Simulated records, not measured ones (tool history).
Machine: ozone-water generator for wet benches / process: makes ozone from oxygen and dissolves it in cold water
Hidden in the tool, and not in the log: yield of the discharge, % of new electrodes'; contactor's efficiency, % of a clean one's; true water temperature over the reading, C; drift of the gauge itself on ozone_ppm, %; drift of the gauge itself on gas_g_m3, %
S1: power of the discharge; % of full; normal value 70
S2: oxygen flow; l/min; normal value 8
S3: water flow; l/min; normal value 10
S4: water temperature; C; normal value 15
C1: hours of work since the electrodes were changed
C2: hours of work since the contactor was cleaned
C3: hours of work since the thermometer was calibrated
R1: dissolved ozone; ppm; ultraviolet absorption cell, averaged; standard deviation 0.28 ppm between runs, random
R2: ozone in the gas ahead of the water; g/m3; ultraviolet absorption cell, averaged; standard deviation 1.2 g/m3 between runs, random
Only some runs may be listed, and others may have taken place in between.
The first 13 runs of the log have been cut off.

run 14 day=34.429 | S1=70 S2=8 S3=10 S4=15 | C1=1641 C2=5479 C3=1641 | R1=38.9 R2=208.8
run 15 day=37.967 | S1=70 S2=8 S3=8 S4=15 | C1=1715 C2=5552 C3=1715 | R1=43.4 R2=207.7
run 16 day=40.921 | S1=70 S2=8 S3=10 S4=18 | C1=1776 C2=5614 C3=1776 | R1=36.3 R2=206.1
run 17 day=42.371 | S1=70 S2=8 S3=10 S4=21 | C1=1807 C2=5644 C3=1807 | R1=33.7 R2=206.3
-- day=42.542 water thermometer calibrated
run 18 day=43.921 | S1=70 S2=8 S3=7 S4=16 | C1=1838 C2=5676 C3=29 | R1=44.2 R2=205.2
run 19 day=47.212 | S1=45 S2=4.85 S3=10 S4=15 | C1=1907 C2=5744 C3=97 | R1=28.6 R2=182.4
run 20 day=49.771 | S1=45 S2=4.85 S3=12 S4=15 | C1=1960 C2=5797 C3=150 | R1=25.7 R2=182.4
run 21 day=53.258 | S1=51 S2=4.62 S3=9 S4=11 | C1=2033 C2=5870 C3=223 | R1=36.9 R2=208.2
run 22 day=55.771 | S1=51 S2=4.62 S3=9 S4=11 | C1=2085 C2=5922 C3=275 | R1=36.7 R2=207.6
-- day=56.071 water thermometer calibrated, once more
run 23 day=57.983 | S1=51 S2=4.62 S3=9 S4=11 | C1=2130 C2=5968 C3=40 | R1=36.6 R2=209.2
run 24 day=59.775 | S1=51 S2=4.62 S3=9 S4=11 | C1=2168 C2=6005 C3=77 | R1=36.7 R2=208.1
run 25 day=61.854 | S1=51 S2=12.96 S3=15 S4=17 | C1=2211 C2=6048 C3=120 | R1=19.8 R2=120.2
run 26 day=65.142 | S1=64 S2=12.82 S3=8 S4=19 | C1=2279 C2=6116 C3=189 | R1=30.6 R2=145.7
run 27 day=67.396 | S1=64 S2=12.82 S3=8 S4=19 | C1=2326 C2=6163 C3=236 | R1=30 R2=146.1
run 28 day=68.829 | S1=64 S2=12.82 S3=8 S4=19 | C1=2356 C2=6193 C3=265 | R1=30.3 R2=144.7
run 29 day=71.854 | S1=70 S2=8 S3=7 S4=15 | C1=2419 C2=6256 C3=328 | R1=44.9 R2=203.1
run 30 day=73.621 | S1=70 S2=8 S3=7 S4=15 | C1=2456 C2=6293 C3=365 | R1=44.5 R2=204.4
run 31 day=76.042 | S1=70 S2=8 S3=7 S4=15 | C1=2506 C2=6343 C3=415 | R1=44.6 R2=201.8
run 32 day=77.746 | S1=70 S2=8 S3=7 S4=15 | C1=2541 C2=6379 C3=451 | R1=44.2 R2=199.6

Alternative continuations, all from the tool just after run 32; predict every row:
-- day=78.079 contactor cleaned
run A day=81.188 | S1=41 S2=8 S3=13 S4=19 | C1=2609 C2=65 C3=519 | R1=? R2=?
-- day=78.079 contactor cleaned
run B day=81.188 | S1=62 S2=7.76 S3=10 S4=15 | C1=2609 C2=65 C3=519 | R1=? R2=?
-- day=78.079 contactor cleaned
run C day=81.188 | S1=78 S2=6.58 S3=10 S4=19 | C1=2609 C2=65 C3=519 | R1=? R2=?
-- day=78.079 contactor cleaned
run D day=81.188 | S1=70 S2=8 S3=10 S4=13 | C1=2609 C2=65 C3=519 | R1=? R2=?

run=A R1=20 R2=127.3
run=B R1=36.1 R2=183.2
run=C R1=41.7 R2=246.8
run=D R1=41.5 R2=200.2
Had the tool no hidden state, the same runs would have come out as:
run=A R1=21 R2=132.8
run=B R1=39 R2=197.1
run=C R1=45.9 R2=270
run=D R1=45.3 R2=217.3

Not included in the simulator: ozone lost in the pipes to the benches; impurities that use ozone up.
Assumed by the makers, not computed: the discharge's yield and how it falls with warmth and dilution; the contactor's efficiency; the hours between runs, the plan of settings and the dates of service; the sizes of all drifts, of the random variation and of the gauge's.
